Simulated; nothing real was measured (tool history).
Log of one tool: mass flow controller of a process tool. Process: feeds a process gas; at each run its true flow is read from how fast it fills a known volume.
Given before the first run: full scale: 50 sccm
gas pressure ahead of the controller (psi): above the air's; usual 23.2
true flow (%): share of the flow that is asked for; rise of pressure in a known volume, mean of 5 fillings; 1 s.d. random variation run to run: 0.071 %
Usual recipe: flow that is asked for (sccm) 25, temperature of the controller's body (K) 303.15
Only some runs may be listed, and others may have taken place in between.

run      day  flow that is asked for (sccm)  gas pressure ahead of the controller (psi)  temperature of the controller's body (K)  true flow (%)
  1    0.000                             25                                        23.2                                    303.15          98.99
  2    2.417                             25                                        23.2                                    297.15          98.50
  3    3.854                             25                                        23.2                                    297.15          98.53
  4    5.338                             25                                        23.2                                    303.15          98.72
  5    8.358                             25                                        23.2                                    303.15          98.80
  6   10.767                             25                                        23.2                                    303.15          98.82
  7   13.304                             25                                        23.2                                    303.15          98.80
  8   15.642                             25                                        33.9                                    303.15          99.13
  9   17.854                             25                                        33.9                                    295.15          98.57
 10   19.550                             25                                        24.5                                    303.15          98.83
 11   21.946                             25                                        24.5                                    303.15          98.72
 12   25.258                             25                                        23.2                                    303.15          98.50
 13   26.908                             25                                        23.2                                    303.15          98.77
 14   29.542                             25                                        23.2                                    303.15          98.49
 15   31.504                             25                                        23.2                                    303.15          98.63
 16   33.379                             25                                        23.2                                    303.15          98.69
 17   35.654                             25                                        23.2                                    303.15          98.55
 18   37.588                             40                                        23.2                                    303.15          99.22
 19   38.950                             25                                        23.2                                    303.15          98.43
 20   41.917                             25                                        23.2                                    303.15          98.55
 21   43.925                             25                                        23.2                                    303.15          98.46
 22   47.075                             25                                        23.2                                    303.15          98.52
 23   48.608                             25                                        23.2                                    303.15          98.56
 24   51.504                              9                                        23.2                                    303.15          96.13
 25   53.825                             36                                        26.1                                    298.15          98.80
 26   55.812                             36                                        26.1                                    298.15          98.78
 27   58.829                              6                                        23.2                                    300.15          94.40
 28   60.192                             10                                        23.2                                    303.15          96.39
 29   63.442                             10                                        23.2                                    303.15          96.41
 30   65.450                             29                                        25.4                                    303.15          98.60
 31   68.004                             29                                        25.4                                    303.15          98.68
 32   70.425                             29                                        38.0                                    294.15          98.44
 33   72.458                             29                                        38.0                                    294.15          98.49
 34   74.700                             21                                        25.8                                    303.15          97.94
 35   77.100                             21                                        25.8                                    303.15          98.07
 36   78.746                             33                                        37.4                                    306.15          99.40
 37   81.288                             33                                        37.4                                    306.15          99.41
 38   84.133                             33                                        37.4                                    306.15          99.50
 39   85.512                             25                                        21.6                                    294.15          97.46
 40   88.254                             25                                        21.6                                    294.15          97.59
 41   91.033                             25                                        21.6                                    294.15          97.43
 42   92.479                              6                                        22.8                                    307.15          93.80
 43   95.279                              6                                        22.8                                    307.15          93.97
 44   97.721                             10                                        29.9                                    307.15          96.33
 45  100.842                             19                                        39.7                                    305.15          98.24
 46  103.650                             25                                        22.8                                    306.15          98.35
 47  105.800                             25                                        30.3                                    303.15          98.35
 48  108.125                             25                                        35.4                                    303.15          98.59

Predict each of these 4 candidate next runs independently; none follows another, all start after run 48:
  A  110.133                             41                                        24.4                                    303.15              ?
  B  110.133                             20                                        37.0                                    294.15              ?
  C  110.133                             26                                        35.4                                    303.15              ?
  D  110.133                             25                                        24.8                                    295.15              ?

run  true flow (%)
  A          99.00
  B          97.49
  C          98.56
  D          97.60
With the hidden condition removed and each run's random variation left untouched, the same runs would have given:
run  true flow (%)
  A         100.03
  B          99.42
  C         100.08
  D          99.17

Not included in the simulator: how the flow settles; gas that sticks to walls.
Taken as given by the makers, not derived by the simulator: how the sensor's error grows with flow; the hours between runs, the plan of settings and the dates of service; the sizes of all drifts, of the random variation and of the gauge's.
